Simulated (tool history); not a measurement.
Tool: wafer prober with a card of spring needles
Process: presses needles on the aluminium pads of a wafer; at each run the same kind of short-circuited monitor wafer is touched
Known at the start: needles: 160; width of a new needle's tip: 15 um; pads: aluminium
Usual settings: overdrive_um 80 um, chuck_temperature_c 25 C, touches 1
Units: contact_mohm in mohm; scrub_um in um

| run | hour | overdrive_um | chuck_temperature_c | touches | contact_mohm | scrub_um |
|---|---|---|---|---|---|---|
| 1 | 0 | 80 | 25 | 1 | 213 | 10.291 |
|  | 10.9 | tips cleaned on abrasive film |
| 2 | 14.5 | 80 | 25 | 1 | 209 | 10.281 |
| 3 | 23.7 | 80 | 25 | 3 | 204 | 10.285 |
|  | 28.8 | tips cleaned on abrasive film |
| 4 | 36.8 | 80 | 27 | 1 | 217 | 10.291 |
| 5 | 45.1 | 80 | 27 | 1 | 228 | 10.286 |
|  | 46.4 | tips cleaned on abrasive film |
| 6 | 54.3 | 80 | 27 | 1 | 221 | 10.271 |
|  | 58.1 | height of the first contact set anew |
|  | 65.1 | tips cleaned on abrasive film |
| 7 | 71.5 | 80 | 27 | 1 | 214 | 10.301 |
|  | 83.3 | tips cleaned on abrasive film |
| 8 | 85.2 | 80 | 25 | 2 | 200 | 10.287 |
| 9 | 98.3 | 80 | 25 | 2 | 213 | 10.308 |
|  | 101.4 | tips cleaned on abrasive film |
| 10 | 112.4 | 80 | 29 | 1 | 223 | 10.304 |
|  | 119.3 | tips cleaned on abrasive film |
| 11 | 122.7 | 77 | 25 | 1 | 212 | 9.895 |
|  | 136.8 | tips cleaned on abrasive film |
| 12 | 139.4 | 77 | 25 | 1 | 206 | 9.895 |
|  | 154.9 | tips cleaned on abrasive film |
| 13 | 155.8 | 80 | 25 | 1 | 202 | 10.29 |
| 14 | 168.8 | 69 | 25 | 1 | 232 | 8.85 |
|  | 173.1 | tips cleaned on abrasive film |
|  | 178.7 | height of the first contact set anew |
| 15 | 181.8 | 88 | 25 | 1 | 214 | 11.345 |
|  | 191.9 | tips cleaned on abrasive film |
| 16 | 195 | 80 | 65 | 1 | 213 | 10.303 |
| 17 | 208.6 | 80 | 85 | 1 | 234 | 10.308 |
|  | 210.1 | tips cleaned on abrasive film |
| 18 | 217.4 | 92 | 25 | 2 | 206 | 11.869 |
| 19 | 226.1 | 80 | 25 | 3 | 205 | 10.315 |
|  | 228.4 | tips cleaned on abrasive film |
| 20 | 243 | 80 | 25 | 3 | 204 | 10.296 |
|  | 246.3 | tips cleaned on abrasive film |
| 21 | 259 | 80 | 25 | 3 | 207 | 10.3 |
|  | 263.9 | tips cleaned on abrasive film |
| 22 | 274.3 | 80 | 109 | 1 | 234 | 10.29 |
|  | 282.1 | tips cleaned on abrasive film |
| 23 | 287.6 | 80 | 109 | 1 | 231 | 10.265 |
|  | 299.5 | height of the first contact set anew |
|  | 300.4 | tips cleaned on abrasive film |
| 24 | 304.5 | 65 | 64 | 1 | 220 | 8.376 |
|  | 317.8 | tips cleaned on abrasive film |
| 25 | 321.8 | 65 | 64 | 1 | 220 | 8.362 |
| 26 | 329.9 | 98 | 64 | 2 | 215 | 12.607 |
|  | 335.1 | tips cleaned on abrasive film |
| 27 | 340.7 | 94 | 26 | 2 | 202 | 12.093 |
|  | 352.9 | tips cleaned on abrasive film |
| 28 | 352.9 | 94 | 26 | 2 | 197 | 12.097 |
|  | 370.2 | tips cleaned on abrasive film |
| 29 | 370.2 | 94 | 67 | 2 | 203 | 12.093 |
| 30 | 382 | 89 | 41 | 1 | 222 | 11.447 |

Forecast each of these 3 alternatives for the next run:
|  | 387.6 | tips cleaned on abrasive film |
| A | 394 | 90 | 41 | 2 | ? | ? |
|  | 387.6 | tips cleaned on abrasive film |
| B | 394 | 89 | 41 | 2 | ? | ? |
|  | 387.6 | tips cleaned on abrasive film |
| C | 394 | 69 | 41 | 3 | ? | ? |

| run | contact_mohm | scrub_um |
|---|---|---|
| A | 207 | 11.558 |
| B | 209 | 11.433 |
| C | 209 | 8.841 |
Without the tool's hidden state the same runs would have given:
| run | contact_mohm | scrub_um |
|---|---|---|
| A | 197 | 11.6 |
| B | 200 | 11.475 |
| C | 201 | 8.883 |
